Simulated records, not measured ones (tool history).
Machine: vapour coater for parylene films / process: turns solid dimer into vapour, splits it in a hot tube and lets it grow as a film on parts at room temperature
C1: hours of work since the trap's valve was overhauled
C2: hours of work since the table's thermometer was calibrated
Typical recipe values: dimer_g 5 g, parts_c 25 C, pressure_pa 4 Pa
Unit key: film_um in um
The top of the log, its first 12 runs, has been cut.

{"run": 13, "hour": 209.2, "dimer_g": 5, "parts_c": 25, "pressure_pa": 4, "C1": 326, "C2": 912, "film_um": 0.97}
{"run": 14, "hour": 230.7, "dimer_g": 5, "parts_c": 25, "pressure_pa": 4, "C1": 342, "C2": 928, "film_um": 0.97}
{"hour": 247.7, "done": "table's thermometer calibrated"}
{"run": 15, "hour": 248.6, "dimer_g": 5, "parts_c": 25, "pressure_pa": 4, "C1": 355, "C2": 1, "film_um": 1.01}
{"run": 16, "hour": 273.5, "dimer_g": 5, "parts_c": 25, "pressure_pa": 5.82, "C1": 373, "C2": 19, "film_um": 0.99}
{"hour": 285.1, "done": "trap's valve overhauled"}
{"run": 17, "hour": 299.5, "dimer_g": 5, "parts_c": 25, "pressure_pa": 5.82, "C1": 11, "C2": 36, "film_um": 1.02}
{"run": 18, "hour": 310.6, "dimer_g": 5, "parts_c": 25, "pressure_pa": 4, "C1": 19, "C2": 44, "film_um": 1.04}
{"run": 19, "hour": 334.3, "dimer_g": 5, "parts_c": 25, "pressure_pa": 4, "C1": 37, "C2": 62, "film_um": 1.06}
{"run": 20, "hour": 346.5, "dimer_g": 5, "parts_c": 25, "pressure_pa": 4, "C1": 46, "C2": 71, "film_um": 1.09}
{"run": 21, "hour": 368.7, "dimer_g": 5, "parts_c": 25, "pressure_pa": 4, "C1": 63, "C2": 88, "film_um": 1.05}
{"run": 22, "hour": 383.4, "dimer_g": 4, "parts_c": 35, "pressure_pa": 2.92, "C1": 74, "C2": 99, "film_um": 0.67}
{"run": 23, "hour": 402.6, "dimer_g": 3, "parts_c": 35, "pressure_pa": 2.92, "C1": 88, "C2": 113, "film_um": 0.5}
{"run": 24, "hour": 424.9, "dimer_g": 6, "parts_c": 30, "pressure_pa": 2.92, "C1": 105, "C2": 130, "film_um": 1.14}
{"run": 25, "hour": 441.5, "dimer_g": 8, "parts_c": 25, "pressure_pa": 4, "C1": 117, "C2": 142, "film_um": 1.7}
{"run": 26, "hour": 454.7, "dimer_g": 2, "parts_c": 23, "pressure_pa": 2.12, "C1": 127, "C2": 152, "film_um": 0.46}
{"run": 27, "hour": 475.3, "dimer_g": 7, "parts_c": 35, "pressure_pa": 3.23, "C1": 143, "C2": 168, "film_um": 1.15}
{"run": 28, "hour": 498.6, "dimer_g": 3, "parts_c": 26, "pressure_pa": 5.39, "C1": 160, "C2": 185, "film_um": 0.6}
{"run": 29, "hour": 517.0, "dimer_g": 5, "parts_c": 25, "pressure_pa": 7.3, "C1": 174, "C2": 199, "film_um": 0.97}
{"run": 30, "hour": 540.3, "dimer_g": 3, "parts_c": 27, "pressure_pa": 2.52, "C1": 191, "C2": 216, "film_um": 0.6}
{"run": 31, "hour": 551.8, "dimer_g": 3, "parts_c": 24, "pressure_pa": 2.94, "C1": 200, "C2": 225, "film_um": 0.64}
{"run": 32, "hour": 562.6, "dimer_g": 7, "parts_c": 27, "pressure_pa": 8.47, "C1": 208, "C2": 233, "film_um": 1.29}
{"run": 33, "hour": 576.5, "dimer_g": 5, "parts_c": 18, "pressure_pa": 5.72, "C1": 219, "C2": 244, "film_um": 1.17}
{"run": 34, "hour": 591.0, "dimer_g": 7, "parts_c": 27, "pressure_pa": 11.59, "C1": 229, "C2": 255, "film_um": 1.22}
{"run": 35, "hour": 608.0, "dimer_g": 8, "parts_c": 23, "pressure_pa": 10.64, "C1": 242, "C2": 267, "film_um": 1.57}

Consider 3 possible next runs. They are alternatives, not a sequence: every one starts from the tool as it was left by run 35. What does each give?
{"run": "A", "hour": 619.2, "dimer_g": 5, "parts_c": 23, "pressure_pa": 2.43, "C1": 251, "C2": 276, "film_um": "?"}
{"run": "B", "hour": 619.2, "dimer_g": 8, "parts_c": 33, "pressure_pa": 4.94, "C1": 251, "C2": 276, "film_um": "?"}
{"run": "C", "hour": 619.2, "dimer_g": 5, "parts_c": 25, "pressure_pa": 8.32, "C1": 251, "C2": 276, "film_um": "?"}

run=A film_um=1.11
run=B film_um=1.32
run=C film_um=0.99
Had the tool no hidden state, the same runs would have come out as:
run=A film_um=1.17
run=B film_um=1.39
run=C film_um=1.04
